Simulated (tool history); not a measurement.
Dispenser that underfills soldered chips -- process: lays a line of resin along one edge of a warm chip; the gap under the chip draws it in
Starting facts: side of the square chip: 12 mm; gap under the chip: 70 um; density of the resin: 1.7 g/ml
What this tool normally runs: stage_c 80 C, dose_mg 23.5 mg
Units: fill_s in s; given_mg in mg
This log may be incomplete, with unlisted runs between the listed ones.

Run 1, hour 0.0: usual settings. Result: fill_s 165.6 s, given_mg 22.20 mg.
Run 2, hour 9.1: usual settings. Result: fill_s 219.4 s, given_mg 21.93 mg.
At hour 15.3: new syringe of resin.
Run 3, hour 21.2: usual settings. Result: fill_s 191.9 s, given_mg 21.86 mg.
Run 4, hour 30.0: usual settings. Result: fill_s 246.9 s, given_mg 22.05 mg.
At hour 32.0: new syringe of resin.
Run 5, hour 39.4: usual settings. Result: fill_s 199.7 s, given_mg 21.85 mg.
At hour 49.0: new syringe of resin.
Run 6, hour 52.1: usual settings but dose_mg 22.6 mg. Result: fill_s 178.1 s, given_mg 20.82 mg.
Run 7, hour 59.7: usual settings but stage_c 72 C. Result: fill_s 332.3 s, given_mg 21.42 mg.
At hour 65.9: new syringe of resin.
Run 8, hour 70.3: usual settings but stage_c 72 C. Result: fill_s 277.4 s, given_mg 21.39 mg.
Run 9, hour 81.4: usual settings but stage_c 72 C. Result: fill_s 386.6 s, given_mg 21.36 mg.
At hour 82.5: new syringe of resin.
Run 10, hour 94.1: usual settings but stage_c 72 C. Result: fill_s 341.4 s, given_mg 21.29 mg.
At hour 98.6: dispensing valve cleaned and set on the balance.
At hour 100.1: new syringe of resin.
Run 11, hour 101.8: usual settings. Result: fill_s 167.1 s, given_mg 23.60 mg.
Run 12, hour 107.9: usual settings but stage_c 74 C. Result: fill_s 270.8 s, given_mg 23.48 mg.
At hour 116.7: new syringe of resin.
Run 13, hour 116.7: usual settings but stage_c 74 C. Result: fill_s 212.1 s, given_mg 23.55 mg.
Run 14, hour 126.4: usual settings. Result: fill_s 210.2 s, given_mg 23.39 mg.
At hour 133.2: new syringe of resin.
Run 15, hour 133.2: usual settings but stage_c 83 C. Result: fill_s 140.4 s, given_mg 23.23 mg.
Run 16, hour 144.5: usual settings but stage_c 81 C. Result: fill_s 214.8 s, given_mg 23.25 mg.
At hour 149.8: new syringe of resin.
Run 17, hour 154.8: usual settings but stage_c 81 C. Result: fill_s 178.9 s, given_mg 23.07 mg.
At hour 166.5: new syringe of resin.
Run 18, hour 167.2: usual settings but stage_c 81 C. Result: fill_s 156.5 s, given_mg 23.04 mg.
Run 19, hour 179.3: usual settings but stage_c 91 C, dose_mg 29.1 mg. Result: fill_s 136.6 s, given_mg 28.17 mg.
At hour 183.6: new syringe of resin.
Run 20, hour 189.1: usual settings but stage_c 83 C, dose_mg 26.9 mg. Result: fill_s 159.6 s, given_mg 26.04 mg.
Run 21, hour 197.9: usual settings but stage_c 83 C, dose_mg 26.9 mg. Result: fill_s 210.0 s, given_mg 25.92 mg.
At hour 200.3: new syringe of resin.
Run 22, hour 208.4: usual settings but stage_c 76 C, dose_mg 24.5 mg. Result: fill_s 242.2 s, given_mg 23.33 mg.
At hour 217.0: new syringe of resin.
Run 23, hour 217.4: usual settings but dose_mg 30.1 mg. Result: fill_s 156.6 s, given_mg 28.72 mg.
Run 24, hour 225.2: usual settings but stage_c 88 C, dose_mg 21.3 mg. Result: fill_s 145.5 s, given_mg 20.20 mg.
Run 25, hour 232.3: usual settings but stage_c 88 C, dose_mg 26.4 mg. Result: fill_s 167.1 s, given_mg 24.97 mg.
At hour 233.9: new syringe of resin.
Run 26, hour 242.3: usual settings but stage_c 84 C, dose_mg 20.4 mg. Result: fill_s 181.3 s, given_mg 19.26 mg.
Run 27, hour 249.4: usual settings but stage_c 84 C, dose_mg 20.4 mg. Result: fill_s 229.7 s, given_mg 19.16 mg.
At hour 250.9: new syringe of resin.
Run 28, hour 255.3: usual settings but stage_c 67 C, dose_mg 29.4 mg. Result: fill_s 340.1 s, given_mg 27.55 mg.
Run 29, hour 261.0: usual settings but stage_c 67 C, dose_mg 24.8 mg. Result: fill_s 418.0 s, given_mg 23.19 mg.
At hour 268.3: new syringe of resin.
Run 30, hour 269.3: usual settings but stage_c 94 C, dose_mg 24.8 mg. Result: fill_s 87.9 s, given_mg 22.95 mg.
Run 31, hour 279.2: usual settings but dose_mg 26.3 mg. Result: fill_s 218.8 s, given_mg 24.27 mg.
At hour 285.5: new syringe of resin.
Run 32, hour 289.4: usual settings but dose_mg 26.3 mg. Result: fill_s 178.4 s, given_mg 24.13 mg.
Run 33, hour 296.6: usual settings but dose_mg 26.3 mg. Result: fill_s 218.6 s, given_mg 24.27 mg.
At hour 302.4: new syringe of resin.
Run 34, hour 310.0: usual settings but dose_mg 24.8 mg. Result: fill_s 206.2 s, given_mg 22.62 mg.
Run 35, hour 316.2: usual settings but stage_c 75 C, dose_mg 21.7 mg. Result: fill_s 331.8 s, given_mg 19.69 mg.

Alternative continuations, all from the tool just after run 35; predict every row:
At hour 319.6: new syringe of resin.
Run A, hour 325.1: usual settings but stage_c 70 C, dose_mg 21.7 mg. Result: fill_s ?, given_mg ?.
At hour 319.6: new syringe of resin.
Run B, hour 325.1: usual settings but stage_c 94 C, dose_mg 29.4 mg. Result: fill_s ?, given_mg ?.
At hour 319.6: new syringe of resin.
Run C, hour 325.1: usual settings but stage_c 81 C, dose_mg 25.9 mg. Result: fill_s ?, given_mg ?.

run  fill_s  given_mg
  A   325.0     19.55
  B    97.7     26.60
  C   178.9     23.56
With the hidden condition removed and each run's random variation left untouched, the same runs would have given:
run  fill_s  given_mg
  A   254.5     21.53
  B    79.2     29.28
  C   143.3     25.94
